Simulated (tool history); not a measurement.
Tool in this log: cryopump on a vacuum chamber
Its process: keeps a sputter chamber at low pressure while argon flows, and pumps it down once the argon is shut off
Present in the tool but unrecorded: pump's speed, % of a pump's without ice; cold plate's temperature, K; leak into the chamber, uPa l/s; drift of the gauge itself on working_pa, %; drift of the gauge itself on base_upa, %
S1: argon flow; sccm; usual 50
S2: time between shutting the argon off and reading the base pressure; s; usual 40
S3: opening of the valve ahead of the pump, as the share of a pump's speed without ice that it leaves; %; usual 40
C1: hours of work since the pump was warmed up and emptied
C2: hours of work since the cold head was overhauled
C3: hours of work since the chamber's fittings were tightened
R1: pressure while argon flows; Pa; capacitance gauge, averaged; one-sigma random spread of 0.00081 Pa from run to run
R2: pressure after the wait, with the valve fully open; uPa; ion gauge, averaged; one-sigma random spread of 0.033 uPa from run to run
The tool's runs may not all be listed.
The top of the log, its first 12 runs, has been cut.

run   hour  S1   S2  S3   C1   C2   C3      R1    R2
 13  235.7  25   40  40  476  476  425  0.0913   2.6
     246.4  -- pump warmed up, emptied and cooled again
 14    259  50   40  40    9  488  437  0.1619   2.4
 15  277.1  50   40  40   21  500  449  0.1626   2.5
 16  301.3  50   40  40   37  517  466  0.1627  2.31
 17  313.2  50   40  40   45  525  474   0.162  2.52
 18    327  50   40  40   55  534  483  0.1615  2.49
 19  344.2  69   40  40   66  546  495  0.2251  2.48
 20  369.1  69   40  40   83  563  512  0.2268  2.64
 21  383.6  69   40  40   93  573  521  0.2266  2.57
 22  408.6  69   40  40  110  589  538  0.2274  2.53
 23  420.3  39   40  16  118  597  546  0.3149  2.58
 24  436.5  52  149  40  129  608  557  0.1719  1.48
 25  449.9  68  149  21  138  617  566  0.4229  1.48
 26  476.3  68  149  21  156  635  584  0.4239  1.57
 27  499.9  28  149  25  172  651  600  0.1481  1.56
 28  519.1  28  149  25  185  664  613  0.1473   1.6
 29  544.3  28  149  25  202  681  630  0.1488  1.64
 30  561.5  22   29  39  213  693  642  0.0761  3.34
 31  576.9  22   29  39  224  703  652  0.0761  3.36
 32  597.4  30  153  18  238  717  666   0.222  1.73
 33  613.8  32   40  57  249  728  677  0.0781  2.89
 34  628.3  50   29  58  258  738  687  0.1221  3.37
 35  653.2  70   54  24  275  755  704  0.3886  2.48

What if the next run were any one of these 3? Each begins from the tool's condition after run 35:
  A  669.2  50  168  40  286  766  715   ?   ?
  B  669.2  70   71  24  286  766  715   ?   ?
  C  669.2  50   70  37  286  766  715   ?   ?

run      R1    R2
  A  0.1715  1.79
  B  0.3896  2.25
  C  0.1848  2.29
Without the tool's hidden state the same runs would have given:
run      R1    R2
  A  0.1587  0.61
  B  0.3718  1.09
  C  0.1721  1.11
